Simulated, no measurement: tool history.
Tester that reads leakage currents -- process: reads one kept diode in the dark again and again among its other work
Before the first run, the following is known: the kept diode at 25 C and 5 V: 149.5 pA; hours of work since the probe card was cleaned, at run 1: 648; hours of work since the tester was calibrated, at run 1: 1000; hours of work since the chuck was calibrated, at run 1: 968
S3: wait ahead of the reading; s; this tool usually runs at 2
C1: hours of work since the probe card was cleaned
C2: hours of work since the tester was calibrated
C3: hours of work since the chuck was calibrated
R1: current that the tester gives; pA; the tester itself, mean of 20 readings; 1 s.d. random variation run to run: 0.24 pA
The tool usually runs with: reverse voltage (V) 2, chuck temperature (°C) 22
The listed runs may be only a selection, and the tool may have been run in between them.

Run 1, hour 0: usual settings; C1 648; C2 1000; C3 968. Result: R1 83.22 pA.
Run 2, hour 49.5: usual settings; C1 674; C2 1026; C3 994. Result: R1 83.62 pA.
Run 3, hour 94.9: usual settings but reverse voltage (V) 2.69; C1 698; C2 1050; C3 1018. Result: R1 96.52 pA.
Run 4, hour 124.3: usual settings but reverse voltage (V) 2.69; C1 713; C2 1066; C3 1034. Result: R1 95.8 pA.
Run 5, hour 151.3: usual settings; C1 727; C2 1080; C3 1048. Result: R1 83.95 pA.
Run 6, hour 198.3: usual settings but reverse voltage (V) 2.78; C1 752; C2 1104; C3 1072. Result: R1 97.89 pA.
Run 7, hour 249.6: usual settings but reverse voltage (V) 2.78; C1 779; C2 1131; C3 1099. Result: R1 98.12 pA.
Run 8, hour 285.5: usual settings; C1 798; C2 1150; C3 1118. Result: R1 84.06 pA.
Run 9, hour 308.1: usual settings; C1 809; C2 1162; C3 1130. Result: R1 84.14 pA.
Run 10, hour 330.8: usual settings; C1 821; C2 1174; C3 1142. Result: R1 84.15 pA.
Run 11, hour 367.8: usual settings; C1 841; C2 1193; C3 1161. Result: R1 84.29 pA.
Run 12, hour 390.7: usual settings; C1 853; C2 1205; C3 1173. Result: R1 84.29 pA.
Run 13, hour 424.2: usual settings; C1 870; C2 1222; C3 1190. Result: R1 84.98 pA.
Run 14, hour 464.9: usual settings; C1 892; C2 1244; C3 1212. Result: R1 84.93 pA.
Run 15, hour 496.4: usual settings; C1 908; C2 1260; C3 1228. Result: R1 85.16 pA.
Run 16, hour 525.1: usual settings but S3 4.11 s; C1 923; C2 1275; C3 1243. Result: R1 85.46 pA.
Run 17, hour 557.2: usual settings but S3 4.11 s; C1 940; C2 1292; C3 1260. Result: R1 85.19 pA.
Run 18, hour 599.2: usual settings but S3 4.11 s; C1 962; C2 1314; C3 1282. Result: R1 85.16 pA.
Run 19, hour 635.5: usual settings but S3 4.11 s; C1 981; C2 1333; C3 1301. Result: R1 85.45 pA.
Run 20, hour 675.2: usual settings but S3 4.11 s; C1 1002; C2 1354; C3 1322. Result: R1 85.61 pA.
At hour 695.7: chuck's temperature calibrated.
Run 21, hour 704.5: usual settings but S3 4.11 s; C1 1016; C2 1368; C3 5. Result: R1 79.16 pA.
Run 22, hour 738.3: usual settings but chuck temperature (°C) 37, S3 1.27 s; C1 1034; C2 1386; C3 22. Result: R1 238.69 pA.
Run 23, hour 784.2: usual settings but reverse voltage (V) 1.25, chuck temperature (°C) 33; C1 1058; C2 1410; C3 46. Result: R1 145.64 pA.
Run 24, hour 807.8: usual settings but reverse voltage (V) 4.52, chuck temperature (°C) 57; C1 1070; C2 1422; C3 59. Result: R1 1322.05 pA.
Run 25, hour 831.3: usual settings but reverse voltage (V) 4.52, chuck temperature (°C) 57; C1 1082; C2 1435; C3 71. Result: R1 1313.27 pA.
Run 26, hour 874.8: usual settings but reverse voltage (V) 4.52, chuck temperature (°C) 57; C1 1105; C2 1457; C3 94. Result: R1 1322.15 pA.
Run 27, hour 908.7: usual settings but chuck temperature (°C) 42, S3 4.77 s; C1 1123; C2 1475; C3 112. Result: R1 340.55 pA.
Run 28, hour 942.4: usual settings but reverse voltage (V) 17.37, S3 0.55 s; C1 1140; C2 1493; C3 129. Result: R1 229.43 pA.
Run 29, hour 969.1: usual settings but chuck temperature (°C) 21, S3 1 s; C1 1154; C2 1507; C3 143. Result: R1 74.33 pA.
Run 30, hour 997.8: usual settings but reverse voltage (V) 8.13, chuck temperature (°C) 45, S3 0.79 s; C1 1169; C2 1522; C3 158. Result: R1 801.39 pA.
Run 31, hour 1048.9: usual settings but reverse voltage (V) 6.23, chuck temperature (°C) 20, S3 1.44 s; C1 1196; C2 1548; C3 185. Result: R1 119.4 pA.
Run 32, hour 1095.4: usual settings but reverse voltage (V) 1.57, chuck temperature (°C) 48, S3 0.47 s; C1 1220; C2 1573; C3 209. Result: R1 457.11 pA.
Run 33, hour 1137.9: usual settings but reverse voltage (V) 16.39, chuck temperature (°C) 30, S3 0.77 s; C1 1243; C2 1595; C3 231. Result: R1 399.78 pA.
Run 34, hour 1187.6: usual settings but reverse voltage (V) 1.22, chuck temperature (°C) 54, S3 0.74 s; C1 1269; C2 1621; C3 257. Result: R1 602.5 pA.
Run 35, hour 1213.8: usual settings but reverse voltage (V) 1.07, S3 4.45 s; C1 1282; C2 1635; C3 271. Result: R1 60.38 pA.
Run 36, hour 1260.1: usual settings but reverse voltage (V) 1.07, chuck temperature (°C) 49, S3 0.34 s; C1 1307; C2 1659; C3 295. Result: R1 409.45 pA.
Run 37, hour 1282.5: usual settings but reverse voltage (V) 1.25; C1 1318; C2 1671; C3 307. Result: R1 64.72 pA.
Run 38, hour 1318.7: usual settings but reverse voltage (V) 1.25; C1 1337; C2 1690; C3 326. Result: R1 65.07 pA.
Run 39, hour 1346.4: usual settings but reverse voltage (V) 4.57, chuck temperature (°C) 53, S3 3.82 s; C1 1352; C2 1704; C3 341. Result: R1 1047.02 pA.

Across each entry between runs, compare the hidden state at the last listed run before it with the hidden state at the first listed run after it:
After run 20, before run 21: chuck's temperature calibrated (hour 695.7)
  stray current of the dirty probe card, pA a volt: 0.922 -> 0.935; current scale over the true one, %: -0.79 -> -0.8; true chuck temperature over the reading, C: 1.06 -> 0.05
  the result without the hidden state subtracted from the measured one, R1: +7.84 -> +1.48 pA
